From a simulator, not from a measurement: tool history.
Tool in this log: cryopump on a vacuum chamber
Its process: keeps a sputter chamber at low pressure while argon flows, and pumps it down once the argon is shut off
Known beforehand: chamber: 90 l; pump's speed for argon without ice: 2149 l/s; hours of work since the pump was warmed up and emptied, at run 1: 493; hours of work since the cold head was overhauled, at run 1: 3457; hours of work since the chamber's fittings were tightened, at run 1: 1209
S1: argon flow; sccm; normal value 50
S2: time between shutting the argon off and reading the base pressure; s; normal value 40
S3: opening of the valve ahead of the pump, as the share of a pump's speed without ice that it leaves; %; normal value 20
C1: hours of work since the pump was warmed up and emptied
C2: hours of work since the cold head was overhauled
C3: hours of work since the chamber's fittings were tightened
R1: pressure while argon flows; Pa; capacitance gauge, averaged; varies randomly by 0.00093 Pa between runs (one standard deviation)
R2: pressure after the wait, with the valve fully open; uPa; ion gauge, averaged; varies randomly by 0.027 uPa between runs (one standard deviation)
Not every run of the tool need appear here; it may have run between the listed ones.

run    hour  S1  S2  S3   C1    C2    C3      R1    R2
  1     0.0  50  40  20  493  3457  1209  0.2094  1.77
       52.4  -- leaking fittings of the chamber tightened, without venting
  2    65.4  91  40  20  548  3512    11  0.3818  1.24
  3   120.0  91  40  34  596  3559    59  0.2370  1.26
  4   210.8  91  40  34  675  3638   138  0.2404  1.34
  5   291.5  91  40  34  745  3708   208  0.2420  1.42
  6   333.1  91  40  34  781  3744   244  0.2449  1.41
  7   398.5  50  40  20  838  3801   301  0.2174  1.42
      497.0  -- pump warmed up, emptied and cooled again
  8   497.0  50  40  20    0  3882   382  0.1995  1.36
  9   557.0  50  40  20   52  3934   434  0.1996  1.41
 10   623.6  50  40  20  110  3992   492  0.2003  1.48
 11   694.0  50  40  20  171  4053   553  0.2017  1.48
 12   780.6  50  40  20  246  4129   628  0.2013  1.49
 13   843.3  50  40  20  301  4183   682  0.2039  1.57
 14   930.5  50  40  20  376  4259   758  0.2050  1.60
 15   995.8  50  40  20  433  4315   815  0.2082  1.59
 16  1083.6  50  40  20  509  4392   891  0.2074  1.68
 17  1150.7  50  40  20  568  4450   949  0.2090  1.72
 18  1195.1  25  66  20  606  4488   988  0.1043  1.35
 19  1237.4  68  59  20  643  4525  1024  0.2851  1.45
 20  1306.4  39  21  42  703  4585  1084  0.0837  2.77
 21  1363.0  39  21  42  752  4634  1134  0.0857  2.80
 22  1404.4  39  21  42  788  4670  1169  0.0872  2.83
 23  1452.4  53  60  42  830  4712  1211  0.1185  1.60
 24  1493.7  53  85  19  865  4748  1247  0.2418  1.43
     1501.9  -- leaking fittings of the chamber tightened, without venting
 25  1540.6  31  34  28  904  4787    34  0.1005  1.46
     1560.9  -- pump warmed up, emptied and cooled again
 26  1618.0  31  68  50   50  4849    96  0.0505  0.84
 27  1666.3  31  68  50   91  4891   138  0.0523  0.83
 28  1747.0  50  24  17  162  4961   208  0.2346  2.05
 29  1798.4  50  24  17  206  5006   253  0.2360  2.09
 30  1883.5  50  24  17  280  5080   327  0.2386  2.02
 31  1968.4  22  84  18  354  5154   401  0.0987  0.87
 32  2028.0  36  84  18  406  5205   452  0.1633  0.93
 33  2122.6  36  84  18  488  5288   534  0.1666  0.95

Each row is a separate what-if for the run after 33, all from the same tool condition, not one after another. Results?
  A  2213.7  49  82  30  567  5367  614   ?   ?
  B  2213.7  58  89  20  567  5367  614   ?   ?
  C  2213.7  50  25  20  567  5367  614   ?   ?

run      R1    R2
  A  0.1396  0.99
  B  0.2430  1.02
  C  0.2092  2.18
Stripped of hidden state, with their random variation kept, the same runs would have yielded:
run      R1    R2
  A  0.1272  0.62
  B  0.2282  0.64
  C  0.1963  1.81
